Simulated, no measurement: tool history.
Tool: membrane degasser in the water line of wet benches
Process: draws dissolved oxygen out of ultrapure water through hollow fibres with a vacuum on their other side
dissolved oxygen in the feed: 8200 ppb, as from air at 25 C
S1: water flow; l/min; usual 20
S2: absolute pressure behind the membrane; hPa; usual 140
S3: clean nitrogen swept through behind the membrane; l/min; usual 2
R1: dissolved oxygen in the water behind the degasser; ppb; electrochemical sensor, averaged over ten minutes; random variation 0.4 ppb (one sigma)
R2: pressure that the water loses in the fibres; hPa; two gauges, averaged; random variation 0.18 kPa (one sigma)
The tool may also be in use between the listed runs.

run,hour,S1,S2,S3,R1,R2
1,0,20,140,2,252.5,463.4
2,89.5,20,140,2,252.8,465.8
3,135.4,12,140,2,156.4,280.3
4,231.4,20,140,2,253.3,469.1
5,299.4,20,140,5.61,98.1,468.5
6,400.5,20,140,1.12,421.7,465.9
7,457.4,20,140,1.12,423,465.6
8,528.5,20,140,1.12,423.2,469.8
9,592.9,20,140,1.12,421.9,471.1
10,671.5,20,140,1.32,365.7,471.4
11,738.7,20,140,2,254.1,472.9
12,842.6,20,140,2,254.6,469.6
13,908.6,20,140,2,254.7,469.6
14,997.7,20,140,2,255,470.3
15,1101.7,20,140,2,254.7,470.1
16,1183.2,20,140,2,255.2,472.8
17,1252.7,20,88,0.95,258.3,472.6
18,1360,25,88,4.52,86.7,590.5
19,1438.4,25,166,4.52,189,589.2
20,1502.8,31,298,1.26,1263.6,735.9
21,1560.7,31,298,1.26,1264,732.4
22,1649.8,20,140,1.46,334.9,470.1
23,1756.1,20,224,1.47,572.9,472.6
24,1852.5,20,224,1.47,574.3,472.2
25,1922.3,24,264,1.26,907.2,568.7
26,1973.6,20,140,1.07,439.4,473.6
27,2076.6,20,140,4.5,120.9,475.1
28,2186.3,20,140,4.5,121,474.9
29,2246.7,20,292,2,584.5,475.4
30,2349,19,88,4.98,55.8,452.4
31,2397.1,19,88,4.98,55.8,453.5

Taken out of this log: 2 entries between the listed runs. Where each belongs, and how the hidden state differs across it:
Between runs 11 and 12: vacuum gauge calibrated (hour 748.8)
  true pressure behind the membrane over the reading, kPa: 0.05 -> 0.06; air that leaks in behind the membrane, l/min: 0.0066 -> 0.0068
  measured less the result without the state, R1: +3.2 -> +3.5 ppb; R2: +12.5 -> +12.8 hPa
Between runs 16 and 17: vacuum gauge calibrated, once more (hour 1246.1)
  true pressure behind the membrane over the reading, kPa: 0.08 -> -0.02; air that leaks in behind the membrane, l/min: 0.0076 -> 0.0077
  measured less the result without the state, R1: +4.1 -> +1 ppb; R2: +14.1 -> +14.3 hPa
